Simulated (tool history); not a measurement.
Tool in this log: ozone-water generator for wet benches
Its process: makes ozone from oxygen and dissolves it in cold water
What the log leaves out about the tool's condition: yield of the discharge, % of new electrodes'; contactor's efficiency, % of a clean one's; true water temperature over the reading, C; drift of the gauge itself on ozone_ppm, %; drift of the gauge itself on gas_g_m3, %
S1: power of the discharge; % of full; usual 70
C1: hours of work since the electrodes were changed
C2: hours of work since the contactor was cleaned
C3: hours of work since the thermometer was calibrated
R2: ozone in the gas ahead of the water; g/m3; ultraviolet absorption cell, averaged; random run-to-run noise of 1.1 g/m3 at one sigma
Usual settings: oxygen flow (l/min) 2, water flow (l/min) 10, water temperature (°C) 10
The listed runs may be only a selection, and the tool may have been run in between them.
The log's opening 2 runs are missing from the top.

run 3 day=3.604 | S1=70 oxygen_flow_(l/min)=2 water_flow_(l/min)=10 water_temperature_(°C)=10 | C1=159 C2=2596 C3=4782 | dissolved_ozone_(ppm)=21.2 R2=203.7
run 4 day=5.917 | S1=70 oxygen_flow_(l/min)=2 water_flow_(l/min)=10 water_temperature_(°C)=10 | C1=213 C2=2650 C3=4836 | dissolved_ozone_(ppm)=21 R2=204.7
run 5 day=7.529 | S1=70 oxygen_flow_(l/min)=2 water_flow_(l/min)=10 water_temperature_(°C)=10 | C1=250 C2=2688 C3=4873 | dissolved_ozone_(ppm)=20.7 R2=205.4
run 6 day=8.996 | S1=70 oxygen_flow_(l/min)=2 water_flow_(l/min)=13 water_temperature_(°C)=10 | C1=285 C2=2722 C3=4908 | dissolved_ozone_(ppm)=15.6 R2=205.2
run 7 day=11.629 | S1=70 oxygen_flow_(l/min)=2 water_flow_(l/min)=13 water_temperature_(°C)=10 | C1=346 C2=2784 C3=4969 | dissolved_ozone_(ppm)=15.6 R2=203.6
run 8 day=13.412 | S1=70 oxygen_flow_(l/min)=2 water_flow_(l/min)=13 water_temperature_(°C)=10 | C1=388 C2=2825 C3=5011 | dissolved_ozone_(ppm)=15.5 R2=203.7
-- day=14.808 water thermometer calibrated
run 9 day=15.708 | S1=70 oxygen_flow_(l/min)=2 water_flow_(l/min)=13 water_temperature_(°C)=10 | C1=441 C2=2878 C3=21 | dissolved_ozone_(ppm)=15.6 R2=202.4
run 10 day=18.158 | S1=70 oxygen_flow_(l/min)=2 water_flow_(l/min)=13 water_temperature_(°C)=10 | C1=498 C2=2936 C3=78 | dissolved_ozone_(ppm)=15.5 R2=205.6
run 11 day=20.454 | S1=70 oxygen_flow_(l/min)=2 water_flow_(l/min)=10 water_temperature_(°C)=10 | C1=552 C2=2989 C3=132 | dissolved_ozone_(ppm)=20.6 R2=203.7
run 12 day=22.55 | S1=70 oxygen_flow_(l/min)=2 water_flow_(l/min)=7 water_temperature_(°C)=10 | C1=601 C2=3038 C3=181 | dissolved_ozone_(ppm)=28.8 R2=202.1
run 13 day=24.283 | S1=70 oxygen_flow_(l/min)=2 water_flow_(l/min)=10 water_temperature_(°C)=16 | C1=641 C2=3079 C3=221 | dissolved_ozone_(ppm)=19.1 R2=204.3
run 14 day=25.396 | S1=70 oxygen_flow_(l/min)=2 water_flow_(l/min)=10 water_temperature_(°C)=16 | C1=667 C2=3105 C3=247 | dissolved_ozone_(ppm)=19.2 R2=202.9
run 15 day=26.796 | S1=45 oxygen_flow_(l/min)=2 water_flow_(l/min)=10 water_temperature_(°C)=10 | C1=700 C2=3137 C3=280 | dissolved_ozone_(ppm)=15.9 R2=154.5
run 16 day=29.446 | S1=45 oxygen_flow_(l/min)=2 water_flow_(l/min)=13 water_temperature_(°C)=10 | C1=762 C2=3199 C3=342 | dissolved_ozone_(ppm)=11.8 R2=155.3

What does the tool deliver on the next run?
run 17 day=31.746 | S1=70 oxygen_flow_(l/min)=2 water_flow_(l/min)=10 water_temperature_(°C)=7 | C1=815 C2=3253 C3=395 | dissolved_ozone_(ppm)=? R2=?

For run 17 the tool returned dissolved ozone (ppm) 20.8, R2 202 g/m3.
On a tool with no hidden condition, and with the same random variation, this run would have come out at dissolved ozone (ppm) 22.2, R2 205.8 g/m3.
